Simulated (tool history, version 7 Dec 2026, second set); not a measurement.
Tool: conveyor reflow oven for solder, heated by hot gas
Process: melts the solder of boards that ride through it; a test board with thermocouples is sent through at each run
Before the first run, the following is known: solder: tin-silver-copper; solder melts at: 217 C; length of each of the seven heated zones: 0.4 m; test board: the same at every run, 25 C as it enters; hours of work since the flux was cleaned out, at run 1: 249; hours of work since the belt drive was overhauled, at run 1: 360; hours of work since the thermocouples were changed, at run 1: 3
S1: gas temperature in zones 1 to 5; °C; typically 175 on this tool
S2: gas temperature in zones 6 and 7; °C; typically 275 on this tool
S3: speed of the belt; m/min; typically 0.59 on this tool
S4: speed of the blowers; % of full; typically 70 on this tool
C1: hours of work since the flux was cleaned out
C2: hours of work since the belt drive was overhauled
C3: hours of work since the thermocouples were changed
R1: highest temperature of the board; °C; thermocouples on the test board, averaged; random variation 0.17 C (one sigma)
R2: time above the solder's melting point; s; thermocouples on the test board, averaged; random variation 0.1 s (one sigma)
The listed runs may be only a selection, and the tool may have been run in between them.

Run 1, hour 0: usual settings; C1 249; C2 360; C3 3. Result: R1 262.4 °C, R2 69.4 s.
Run 2, hour 21.5: usual settings; C1 259; C2 371; C3 14. Result: R1 262.7 °C, R2 69.2 s.
Run 3, hour 51.3: usual settings but S1 169 °C; C1 274; C2 385; C3 29. Result: R1 262 °C, R2 66.8 s.
Run 4, hour 88: usual settings; C1 292; C2 403; C3 47. Result: R1 262.4 °C, R2 69.6 s.
Run 5, hour 131.7: usual settings; C1 313; C2 425; C3 68. Result: R1 262.3 °C, R2 69.2 s.
Run 6, hour 172.6: usual settings; C1 333; C2 445; C3 88. Result: R1 262.4 °C, R2 69.2 s.
At hour 202.7: flux residue cleaned out of gas plates and filters.
Run 7, hour 220: usual settings; C1 8; C2 465; C3 109. Result: R1 263 °C, R2 69.9 s.
Run 8, hour 246.1: usual settings; C1 21; C2 478; C3 122. Result: R1 263 °C, R2 69.8 s.
Run 9, hour 299: usual settings; C1 47; C2 504; C3 148. Result: R1 263 °C, R2 69.8 s.
Run 10, hour 333.3: usual settings but S4 69 % of full; C1 64; C2 521; C3 164. Result: R1 263 °C, R2 69.6 s.
Run 11, hour 363.9: usual settings but S1 163 °C; C1 79; C2 536; C3 179. Result: R1 261.6 °C, R2 64.7 s.
Run 12, hour 408.2: usual settings but S1 163 °C; C1 101; C2 558; C3 201. Result: R1 261.3 °C, R2 64.9 s.
Run 13, hour 453.6: usual settings but S1 163 °C; C1 123; C2 580; C3 223. Result: R1 261.1 °C, R2 64.7 s.
Run 14, hour 495.8: usual settings; C1 144; C2 601; C3 244. Result: R1 262.8 °C, R2 69.6 s.
Run 15, hour 535: usual settings; C1 163; C2 620; C3 263. Result: R1 262.4 °C, R2 69.5 s.
Run 16, hour 576.8: usual settings; C1 183; C2 640; C3 284. Result: R1 262.4 °C, R2 69.7 s.
Run 17, hour 618.7: usual settings but S1 183 °C, S4 75 % of full; C1 204; C2 661; C3 304. Result: R1 264.3 °C, R2 73.6 s.
Run 18, hour 649.3: usual settings but S1 189 °C, S2 276 °C, S3 0.528 m/min, S4 75 % of full; C1 219; C2 676; C3 319. Result: R1 267.9 °C, R2 87.2 s.
Run 19, hour 673.8: usual settings but S1 189 °C, S2 276 °C, S3 0.528 m/min, S4 75 % of full; C1 231; C2 688; C3 331. Result: R1 268 °C, R2 87 s.
Run 20, hour 696.1: usual settings but S2 266 °C, S3 0.497 m/min, S4 66 % of full; C1 242; C2 699; C3 342. Result: R1 257.5 °C, R2 80.7 s.
Run 21, hour 723.3: usual settings but S1 176 °C; C1 255; C2 712; C3 356. Result: R1 262.3 °C, R2 69.8 s.
Run 22, hour 762.1: usual settings but S1 176 °C; C1 274; C2 731; C3 375. Result: R1 262.3 °C, R2 69.8 s.
Run 23, hour 802.8: usual settings but S2 280 °C, S3 0.68 m/min, S4 75 % of full; C1 294; C2 751; C3 395. Result: R1 263.1 °C, R2 60.2 s.
Run 24, hour 841.4: usual settings but S1 164 °C, S2 280 °C, S3 0.68 m/min, S4 75 % of full; C1 313; C2 770; C3 413. Result: R1 261 °C, R2 55.7 s.
Run 25, hour 874.4: usual settings but S1 168 °C, S3 0.627 m/min; C1 329; C2 786; C3 430. Result: R1 258.5 °C, R2 60.9 s.
Run 26, hour 896.1: usual settings but S1 168 °C, S3 0.551 m/min; C1 340; C2 797; C3 440. Result: R1 262.7 °C, R2 72.9 s.
At hour 909.2: flux residue cleaned out of gas plates and filters.
Run 27, hour 938.6: usual settings but S1 168 °C, S3 0.551 m/min; C1 14; C2 815; C3 459. Result: R1 263.4 °C, R2 73.5 s.
Run 28, hour 969.4: usual settings but S1 183 °C, S2 284 °C, S3 0.478 m/min, S4 81 % of full; C1 30; C2 830; C3 474. Result: R1 278 °C, R2 98.3 s.

Below, each run's measurement less what the same run would have read without the hidden state. Both values contain the same run-to-run variation, but the gauge's scatter may not be the same in both:
Hidden state present: heat that the gas passes to the board, % of a clean oven's; belt's true speed, % of the reading; true gas temperature in zones 6 and 7 over the reading, C; drift of the gauge itself on peak_c, C; drift of the gauge itself on liquid_s, %.
run    R1    R2
  1  -0.5    +0
  2  -0.5  -0.1
  3  -0.7  -0.2
  4  -0.7  -0.1
  5  -0.9  -0.2
  6  -0.9  -0.2
  7    +0  +0.5
  8  -0.1  +0.4
  9  -0.2  +0.4
 10  -0.2  +0.3
 11  -0.4  +0.3
 12  -0.5  +0.2
 13  -0.6  +0.2
 14  -0.6  +0.3
 15  -0.7  +0.2
 16  -0.8  +0.2
 17  -0.9  +0.2
 18  -0.9  +0.6
 19  -0.9  +0.5
 20  -0.9  +0.1
 21  -1.1  +0.1
 22  -1.2    +0
 23  -1.5  -0.1
 24  -1.6  -0.4
 25  -1.6  -0.3
 26  -1.4  -0.1
 27  -0.6  +0.6
 28  -0.8    +1

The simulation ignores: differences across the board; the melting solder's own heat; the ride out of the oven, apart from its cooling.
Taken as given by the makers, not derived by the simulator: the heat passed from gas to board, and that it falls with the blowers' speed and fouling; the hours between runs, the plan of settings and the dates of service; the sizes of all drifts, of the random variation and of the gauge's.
